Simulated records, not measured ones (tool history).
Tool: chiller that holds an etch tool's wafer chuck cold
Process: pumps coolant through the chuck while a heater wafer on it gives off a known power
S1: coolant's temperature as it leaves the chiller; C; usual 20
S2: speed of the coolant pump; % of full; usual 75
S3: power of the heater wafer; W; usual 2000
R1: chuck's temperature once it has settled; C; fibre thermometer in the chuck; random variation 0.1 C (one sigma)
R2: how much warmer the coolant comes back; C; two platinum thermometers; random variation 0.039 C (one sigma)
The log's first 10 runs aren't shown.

run	hour	S1	S2	S3	R1	R2
11	477.3	20	75	2000	35.7	8.80
12	512.0	24	75	2000	39.6	8.85
13	566.6	24	75	2000	39.7	8.84
14	605.9	24	75	2000	39.8	8.89
15	665.9	24	75	2000	39.8	8.89
16	693.4	24	75	2000	39.8	8.87
17	718.3	20	75	1575	32.4	6.95
18	750.7	20	75	1575	32.2	6.96
19	796.4	23	63	1781	39.4	9.61
20	825.4	19	71	1054	27.8	4.93
21	877.2	25	75	1018	33.2	4.52
22	926.7	25	73	2457	44.8	11.23
23	954.1	28	92	2565	45.2	9.11
24	1013.0	20	92	2289	35.0	8.15
25	1069.2	20	92	2289	35.2	8.00
26	1109.4	19	75	1757	32.7	7.76
27	1157.3	19	75	1757	33.0	7.86
28	1203.5	19	75	1757	33.0	7.76
29	1248.4	13	75	1872	27.8	8.32
30	1291.4	13	75	1872	27.7	8.38
31	1333.7	28	75	2000	43.7	8.91

4 ways to go on from here, each from the tool as it stands after run 31. What would each give?
A	1394.6	28	77	2000	?	?
B	1394.6	20	81	1567	?	?
C	1394.6	18	73	2193	?	?
D	1394.6	20	60	2469	?	?

run	R1	R2
A	43.5	8.65
B	31.6	6.43
C	35.8	10.08
D	44.0	14.03
Without the tool's hidden state the same runs would have given:
run	R1	R2
A	42.5	8.22
B	30.8	6.10
C	34.6	9.58
D	42.4	13.33

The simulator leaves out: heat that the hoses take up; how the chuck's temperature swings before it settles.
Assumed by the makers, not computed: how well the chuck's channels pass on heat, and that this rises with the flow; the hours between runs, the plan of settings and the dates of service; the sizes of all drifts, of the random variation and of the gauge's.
